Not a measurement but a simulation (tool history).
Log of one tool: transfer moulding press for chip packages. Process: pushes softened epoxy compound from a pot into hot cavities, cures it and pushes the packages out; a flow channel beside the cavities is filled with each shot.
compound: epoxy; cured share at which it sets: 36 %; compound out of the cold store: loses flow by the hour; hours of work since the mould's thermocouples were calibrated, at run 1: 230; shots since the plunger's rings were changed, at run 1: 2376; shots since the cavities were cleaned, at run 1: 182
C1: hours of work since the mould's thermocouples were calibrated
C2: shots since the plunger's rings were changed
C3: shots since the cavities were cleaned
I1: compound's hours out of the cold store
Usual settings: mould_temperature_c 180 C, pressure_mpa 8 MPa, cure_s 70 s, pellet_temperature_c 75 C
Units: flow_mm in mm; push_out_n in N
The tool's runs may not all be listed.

run 1 hour=0 | mould_temperature_c=180 pressure_mpa=8 cure_s=70 pellet_temperature_c=75 | C1=230 C2=2376 C3=182 | I1=31.4 | flow_mm=610 push_out_n=983
-- hour=12.3 plunger's sealing rings changed
run 2 hour=13.6 | mould_temperature_c=180 pressure_mpa=8 cure_s=70 pellet_temperature_c=75 | C1=238 C2=22 C3=374 | I1=40.2 | flow_mm=602 push_out_n=1162
-- hour=17.7 cavities cleaned with cleaning compound and waxed
run 3 hour=24.4 | mould_temperature_c=180 pressure_mpa=8 cure_s=70 pellet_temperature_c=75 | C1=246 C2=184 C3=117 | I1=44.5 | flow_mm=591 push_out_n=841
run 4 hour=34.2 | mould_temperature_c=180 pressure_mpa=8 cure_s=70 pellet_temperature_c=75 | C1=253 C2=356 C3=289 | I1=37.9 | flow_mm=606 push_out_n=1047
-- hour=37.3 mould's thermocouples calibrated
-- hour=45.3 cavities cleaned with cleaning compound and waxed
run 5 hour=50.5 | mould_temperature_c=180 pressure_mpa=8 cure_s=70 pellet_temperature_c=75 | C1=9 C2=578 C3=92 | I1=8.6 | flow_mm=686 push_out_n=917
run 6 hour=59.9 | mould_temperature_c=180 pressure_mpa=8 cure_s=70 pellet_temperature_c=75 | C1=16 C2=741 C3=255 | I1=34.9 | flow_mm=613 push_out_n=1042
-- hour=72 mould's thermocouples calibrated, once more
-- hour=73.5 cavities cleaned with cleaning compound and waxed
run 7 hour=76 | mould_temperature_c=180 pressure_mpa=8 cure_s=70 pellet_temperature_c=75 | C1=2 C2=961 C3=44 | I1=37.6 | flow_mm=605 push_out_n=749
run 8 hour=82.2 | mould_temperature_c=180 pressure_mpa=8 cure_s=70 pellet_temperature_c=75 | C1=7 C2=1068 C3=151 | I1=10.5 | flow_mm=678 push_out_n=971
run 9 hour=92 | mould_temperature_c=183 pressure_mpa=8 cure_s=70 pellet_temperature_c=70 | C1=14 C2=1238 C3=321 | I1=43.7 | flow_mm=581 push_out_n=918
-- hour=99.3 cavities cleaned with cleaning compound and waxed
run 10 hour=103.7 | mould_temperature_c=183 pressure_mpa=8 cure_s=70 pellet_temperature_c=70 | C1=22 C2=1416 C3=77 | I1=35.8 | flow_mm=601 push_out_n=711
run 11 hour=115.8 | mould_temperature_c=176 pressure_mpa=7.39 cure_s=57 pellet_temperature_c=76 | C1=32 C2=1627 C3=288 | I1=9.3 | flow_mm=661 push_out_n=2562
run 12 hour=122.1 | mould_temperature_c=179 pressure_mpa=7.9 cure_s=66 pellet_temperature_c=78 | C1=37 C2=1736 C3=397 | I1=43 | flow_mm=585 push_out_n=1391
-- hour=125.5 cavities cleaned with cleaning compound and waxed
run 13 hour=130.2 | mould_temperature_c=179 pressure_mpa=7.9 cure_s=66 pellet_temperature_c=78 | C1=42 C2=1850 C3=80 | I1=28.8 | flow_mm=624 push_out_n=1014

Measured less the same run without the tool's hidden state. The same run-to-run variation is in both; the gauge's scatter may not be:
The hidden state here: true mould temperature over the reading, C; pressure that reaches the compound, % of what is set; grip of the stained cavities, % over clean ones'; drift of the gauge itself on flow_mm, %; drift of the gauge itself on push_out_n, %.
run=1 flow_mm=-15 push_out_n=+323
run=2 flow_mm=-1 push_out_n=+495
run=3 flow_mm=-2 push_out_n=+201
run=4 flow_mm=-2 push_out_n=+400
run=5 flow_mm=-3 push_out_n=+207
run=6 flow_mm=-4 push_out_n=+386
run=7 flow_mm=-6 push_out_n=+92
run=8 flow_mm=-6 push_out_n=+270
run=9 flow_mm=-7 push_out_n=+361
run=10 flow_mm=-8 push_out_n=+149
run=11 flow_mm=-10 push_out_n=+993
run=12 flow_mm=-9 push_out_n=+595
run=13 flow_mm=-10 push_out_n=+206

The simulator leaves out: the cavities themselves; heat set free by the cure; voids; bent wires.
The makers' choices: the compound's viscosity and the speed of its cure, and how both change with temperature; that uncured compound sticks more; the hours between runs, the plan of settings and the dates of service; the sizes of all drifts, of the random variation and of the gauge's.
